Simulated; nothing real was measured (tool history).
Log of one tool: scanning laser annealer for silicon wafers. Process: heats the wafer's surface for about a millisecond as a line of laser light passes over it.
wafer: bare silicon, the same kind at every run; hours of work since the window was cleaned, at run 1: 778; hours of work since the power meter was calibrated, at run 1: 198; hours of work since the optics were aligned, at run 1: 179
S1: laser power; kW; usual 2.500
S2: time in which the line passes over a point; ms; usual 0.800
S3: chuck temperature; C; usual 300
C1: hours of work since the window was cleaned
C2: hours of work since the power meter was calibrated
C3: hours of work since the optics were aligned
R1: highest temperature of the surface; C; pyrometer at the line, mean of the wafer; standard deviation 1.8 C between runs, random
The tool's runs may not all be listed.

| run | hour | S1 | S2 | S3 | C1 | C2 | C3 | R1 |
|---|---|---|---|---|---|---|---|---|
| 1 | 0.0 | 2.500 | 0.800 | 300 | 778 | 198 | 179 | 1000 |
| 2 | 11.0 | 2.500 | 0.800 | 300 | 786 | 205 | 187 | 1001 |
| 3 | 25.6 | 2.500 | 0.800 | 300 | 795 | 215 | 197 | 1001 |
| 4 | 35.5 | 2.500 | 0.998 | 300 | 802 | 222 | 203 | 1087 |
| 5 | 49.1 | 2.500 | 0.800 | 300 | 811 | 231 | 212 | 999 |
| 6 | 65.1 | 2.500 | 0.800 | 300 | 822 | 242 | 223 | 1001 |
| 7 | 75.1 | 2.500 | 0.800 | 300 | 828 | 248 | 230 | 998 |
| 8 | 87.7 | 2.500 | 0.800 | 340 | 837 | 257 | 238 | 1040 |
| 9 | 96.2 | 2.500 | 0.800 | 300 | 843 | 262 | 244 | 995 |
|  | 104.1 | window over the wafer cleaned |
| 10 | 109.1 | 2.500 | 0.800 | 267 | 3 | 270 | 251 | 1003 |
| 11 | 122.3 | 2.500 | 0.800 | 267 | 12 | 278 | 260 | 999 |
| 12 | 138.2 | 2.163 | 0.989 | 300 | 23 | 289 | 270 | 982 |
|  | 142.9 | laser's power meter calibrated |
| 13 | 156.7 | 2.345 | 0.748 | 300 | 33 | 9 | 281 | 950 |
| 14 | 168.1 | 2.345 | 0.748 | 300 | 41 | 17 | 288 | 953 |
| 15 | 182.4 | 2.345 | 0.748 | 300 | 50 | 26 | 298 | 951 |
| 16 | 191.3 | 2.126 | 0.847 | 310 | 56 | 32 | 304 | 923 |
| 17 | 202.9 | 2.484 | 0.800 | 323 | 64 | 40 | 312 | 1047 |
| 18 | 222.1 | 2.660 | 0.800 | 300 | 77 | 53 | 324 | 1088 |
|  | 229.4 | laser's power meter calibrated, once more |
| 19 | 243.3 | 2.660 | 0.629 | 275 | 89 | 9 | 337 | 967 |
| 20 | 253.0 | 2.369 | 0.783 | 263 | 95 | 16 | 343 | 938 |

Selected run-to-run steps in R1, each split into two signed amounts: the part the tool would show with no hidden state at all (from settings, incoming material and random variation), and the remainder, which goes to the hidden state together with any gauge scatter not common to the measured and the hidden-state-free results:
Unlogged tool condition in this case: light that passes the window, % of a clean one's; laser's true power over the reading, %; width of the line over the set one, %; drift of the gauge itself on peak_c, C.
Run 3 -> 4: S2 0.800 -> 0.998. R1 +86 C: hidden state -5, all else +91.
Run 9 -> 10: S3 300 -> 267, window over the wafer cleaned. R1 +8 C: hidden state +38, all else -30.
Run 16 -> 17: S1 2.126 -> 2.484, S2 0.847 -> 0.800, S3 310 -> 323. R1 +124 C: hidden state -2, all else +126.
Run 18 -> 19: S2 0.800 -> 0.629, S3 300 -> 275, laser's power meter calibrated, once more. R1 -121 C: hidden state +1, all else -122.

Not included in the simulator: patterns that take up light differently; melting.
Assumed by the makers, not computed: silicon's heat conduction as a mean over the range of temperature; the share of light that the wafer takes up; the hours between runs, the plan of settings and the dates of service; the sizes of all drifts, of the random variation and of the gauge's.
